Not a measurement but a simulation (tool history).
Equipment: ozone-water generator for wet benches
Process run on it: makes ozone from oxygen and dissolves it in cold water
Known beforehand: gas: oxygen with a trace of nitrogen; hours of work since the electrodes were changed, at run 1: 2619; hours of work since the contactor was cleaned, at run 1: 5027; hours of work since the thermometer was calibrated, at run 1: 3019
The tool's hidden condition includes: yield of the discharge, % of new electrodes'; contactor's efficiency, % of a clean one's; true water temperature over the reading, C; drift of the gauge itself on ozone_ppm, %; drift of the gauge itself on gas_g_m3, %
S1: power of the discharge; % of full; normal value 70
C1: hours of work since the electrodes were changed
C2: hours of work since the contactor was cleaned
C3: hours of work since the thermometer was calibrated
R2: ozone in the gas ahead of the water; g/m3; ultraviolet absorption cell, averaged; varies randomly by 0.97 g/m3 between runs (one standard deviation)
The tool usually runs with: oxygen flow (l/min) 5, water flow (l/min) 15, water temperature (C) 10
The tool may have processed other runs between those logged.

run 1 hour=0 | S1=70 oxygen_flow_(l/min)=5 water_flow_(l/min)=15 water_temperature_(C)=10 | C1=2619 C2=5027 C3=3019 | dissolved_ozone_(ppm)=23.8 R2=166.1
run 2 hour=59.9 | S1=70 oxygen_flow_(l/min)=5 water_flow_(l/min)=15 water_temperature_(C)=10 | C1=2665 C2=5073 C3=3065 | dissolved_ozone_(ppm)=24.1 R2=164.9
run 3 hour=133.4 | S1=70 oxygen_flow_(l/min)=5 water_flow_(l/min)=15 water_temperature_(C)=10 | C1=2721 C2=5128 C3=3121 | dissolved_ozone_(ppm)=24 R2=163.9
run 4 hour=244.7 | S1=76 oxygen_flow_(l/min)=5 water_flow_(l/min)=15 water_temperature_(C)=10 | C1=2806 C2=5213 C3=3205 | dissolved_ozone_(ppm)=25.1 R2=176.2
run 5 hour=372.4 | S1=76 oxygen_flow_(l/min)=5 water_flow_(l/min)=15 water_temperature_(C)=10 | C1=2903 C2=5310 C3=3302 | dissolved_ozone_(ppm)=25.2 R2=173.6
run 6 hour=473.5 | S1=76 oxygen_flow_(l/min)=5 water_flow_(l/min)=15 water_temperature_(C)=10 | C1=2980 C2=5387 C3=3379 | dissolved_ozone_(ppm)=25.4 R2=173.7
run 7 hour=597.5 | S1=76 oxygen_flow_(l/min)=4.89 water_flow_(l/min)=15 water_temperature_(C)=10 | C1=3074 C2=5482 C3=3474 | dissolved_ozone_(ppm)=25 R2=174.3
run 8 hour=655 | S1=76 oxygen_flow_(l/min)=4.89 water_flow_(l/min)=15 water_temperature_(C)=10 | C1=3118 C2=5525 C3=3518 | dissolved_ozone_(ppm)=25.2 R2=175
run 9 hour=747.2 | S1=76 oxygen_flow_(l/min)=4.89 water_flow_(l/min)=15 water_temperature_(C)=10 | C1=3188 C2=5596 C3=3588 | dissolved_ozone_(ppm)=24.9 R2=174.9
run 10 hour=800.2 | S1=76 oxygen_flow_(l/min)=4.89 water_flow_(l/min)=15 water_temperature_(C)=10 | C1=3229 C2=5636 C3=3628 | dissolved_ozone_(ppm)=25.3 R2=173.3
run 11 hour=912.1 | S1=70 oxygen_flow_(l/min)=5 water_flow_(l/min)=24 water_temperature_(C)=10 | C1=3314 C2=5721 C3=3713 | dissolved_ozone_(ppm)=16 R2=165.8
run 12 hour=965.6 | S1=70 oxygen_flow_(l/min)=5 water_flow_(l/min)=24 water_temperature_(C)=10 | C1=3355 C2=5762 C3=3754 | dissolved_ozone_(ppm)=16.1 R2=164.2
run 13 hour=1077.2 | S1=70 oxygen_flow_(l/min)=5 water_flow_(l/min)=24 water_temperature_(C)=10 | C1=3440 C2=5847 C3=3839 | dissolved_ozone_(ppm)=16.1 R2=165.3
-- hour=1210.8 contactor cleaned
run 14 hour=1212.3 | S1=57 oxygen_flow_(l/min)=2.63 water_flow_(l/min)=24 water_temperature_(C)=10 | C1=3539 C2=1 C3=3939 | dissolved_ozone_(ppm)=11.6 R2=188.7
-- hour=1271.6 water thermometer calibrated
run 15 hour=1340 | S1=70 oxygen_flow_(l/min)=6.92 water_flow_(l/min)=15 water_temperature_(C)=10 | C1=3636 C2=98 C3=52 | dissolved_ozone_(ppm)=24.7 R2=145.3
run 16 hour=1405.9 | S1=69 oxygen_flow_(l/min)=3.33 water_flow_(l/min)=11 water_temperature_(C)=8 | C1=3686 C2=148 C3=102 | dissolved_ozone_(ppm)=28.9 R2=190.9
run 17 hour=1475.4 | S1=69 oxygen_flow_(l/min)=5 water_flow_(l/min)=19 water_temperature_(C)=10 | C1=3739 C2=201 C3=155 | dissolved_ozone_(ppm)=19.8 R2=163.4
run 18 hour=1528.6 | S1=41 oxygen_flow_(l/min)=5 water_flow_(l/min)=15 water_temperature_(C)=11 | C1=3780 C2=242 C3=196 | dissolved_ozone_(ppm)=16.9 R2=118.3
run 19 hour=1607.8 | S1=47 oxygen_flow_(l/min)=3.12 water_flow_(l/min)=12 water_temperature_(C)=10 | C1=3840 C2=302 C3=256 | dissolved_ozone_(ppm)=20.3 R2=154.8
run 20 hour=1663.6 | S1=43 oxygen_flow_(l/min)=6.31 water_flow_(l/min)=13 water_temperature_(C)=7 | C1=3882 C2=344 C3=298 | dissolved_ozone_(ppm)=21.1 R2=111.1
run 21 hour=1746.6 | S1=43 oxygen_flow_(l/min)=6.31 water_flow_(l/min)=13 water_temperature_(C)=7 | C1=3946 C2=408 C3=362 | dissolved_ozone_(ppm)=20.9 R2=110.2
run 22 hour=1840 | S1=43 oxygen_flow_(l/min)=6.31 water_flow_(l/min)=15 water_temperature_(C)=10 | C1=4017 C2=479 C3=433 | dissolved_ozone_(ppm)=18.2 R2=110.4
run 23 hour=1914.1 | S1=43 oxygen_flow_(l/min)=6.31 water_flow_(l/min)=15 water_temperature_(C)=10 | C1=4073 C2=535 C3=489 | dissolved_ozone_(ppm)=17.9 R2=110.4
run 24 hour=1998.9 | S1=93 oxygen_flow_(l/min)=3.58 water_flow_(l/min)=18 water_temperature_(C)=17 | C1=4138 C2=600 C3=554 | dissolved_ozone_(ppm)=21.5 R2=224.1
run 25 hour=2097.5 | S1=93 oxygen_flow_(l/min)=3.58 water_flow_(l/min)=18 water_temperature_(C)=17 | C1=4213 C2=675 C3=629 | dissolved_ozone_(ppm)=21.5 R2=229.4

Forecast each of these 5 alternatives for the next run:
run A hour=2178.5 | S1=69 oxygen_flow_(l/min)=5 water_flow_(l/min)=15 water_temperature_(C)=7 | C1=4274 C2=736 C3=690 | dissolved_ozone_(ppm)=? R2=?
run B hour=2178.5 | S1=93 oxygen_flow_(l/min)=3.58 water_flow_(l/min)=18 water_temperature_(C)=11 | C1=4274 C2=736 C3=690 | dissolved_ozone_(ppm)=? R2=?
run C hour=2178.5 | S1=48 oxygen_flow_(l/min)=5 water_flow_(l/min)=15 water_temperature_(C)=10 | C1=4274 C2=736 C3=690 | dissolved_ozone_(ppm)=? R2=?
run D hour=2178.5 | S1=93 oxygen_flow_(l/min)=3.58 water_flow_(l/min)=18 water_temperature_(C)=10 | C1=4274 C2=736 C3=690 | dissolved_ozone_(ppm)=? R2=?
run E hour=2178.5 | S1=93 oxygen_flow_(l/min)=3.58 water_flow_(l/min)=19 water_temperature_(C)=17 | C1=4274 C2=736 C3=690 | dissolved_ozone_(ppm)=? R2=?

run=A dissolved_ozone_(ppm)=24.7 R2=164.1
run=B dissolved_ozone_(ppm)=22.8 R2=224.2
run=C dissolved_ozone_(ppm)=18.9 R2=129.8
run=D dissolved_ozone_(ppm)=23.1 R2=228.8
run=E dissolved_ozone_(ppm)=20.3 R2=227.4
Had the tool no hidden state, the same runs would have come out as:
run=A dissolved_ozone_(ppm)=24.7 R2=164.5
run=B dissolved_ozone_(ppm)=22.8 R2=224.9
run=C dissolved_ozone_(ppm)=18.9 R2=130
run=D dissolved_ozone_(ppm)=23.2 R2=229.5
run=E dissolved_ozone_(ppm)=20.4 R2=228
